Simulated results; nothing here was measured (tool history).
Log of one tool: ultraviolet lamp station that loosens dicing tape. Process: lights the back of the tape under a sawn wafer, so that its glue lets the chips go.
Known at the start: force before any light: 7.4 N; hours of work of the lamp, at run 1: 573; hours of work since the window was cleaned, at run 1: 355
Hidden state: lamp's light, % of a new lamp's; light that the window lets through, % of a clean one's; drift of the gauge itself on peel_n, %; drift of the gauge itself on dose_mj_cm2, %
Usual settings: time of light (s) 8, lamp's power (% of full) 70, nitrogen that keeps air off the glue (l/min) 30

run,hour,time of light (s),lamp's power (% of full),nitrogen that keeps air off the glue (l/min),hours of work of the lamp,hours of work since the window was cleaned,force that peels the tape off (N),light that reached the tape (J/m2)
1,0.0,8,70,30,573,355,0.638,2140
2,14.1,8,70,30,583,365,0.650,2110
3,29.4,8,70,30,594,376,0.646,2100
4,50.4,8,70,30,609,391,0.686,2050
5,61.8,8,70,30,617,399,0.676,2090
6,81.6,8,77,30,631,413,0.572,2220
7,105.6,8,77,30,648,430,0.597,2230
8,132.0,8,77,29,666,448,0.615,2170
9,147.0,8,77,29,677,459,0.676,2160
10,166.8,8,77,29,691,473,0.645,2130
11,178.3,8,77,29,699,481,0.684,2120
12,192.6,10,88,55,709,491,0.234,2980
13,205.7,4,76,30,718,500,2.132,1050
14,226.9,11,76,19,734,515,0.457,2780
15,249.2,11,73,19,749,531,0.512,2630
16,275.6,11,73,19,768,550,0.539,2590
17,287.8,8,97,14,776,558,0.724,2470
# hour 290.4: window cleaned of glue's vapour
18,299.7,6,86,30,784,7,0.934,1730

Forecast each of these 3 alternatives for the next run:
A,320.8,8,86,30,799,21,?,?
B,320.8,4,75,30,799,21,?,?
C,320.8,6,60,18,799,21,?,?

run,force that peels the tape off (N),light that reached the tape (J/m2)
A,0.529,2300
B,2.188,990
C,2.128,1200
Without the tool's hidden state the same runs would have given:
run,force that peels the tape off (N),light that reached the tape (J/m2)
A,0.189,3840
B,1.015,1650
C,0.962,2010
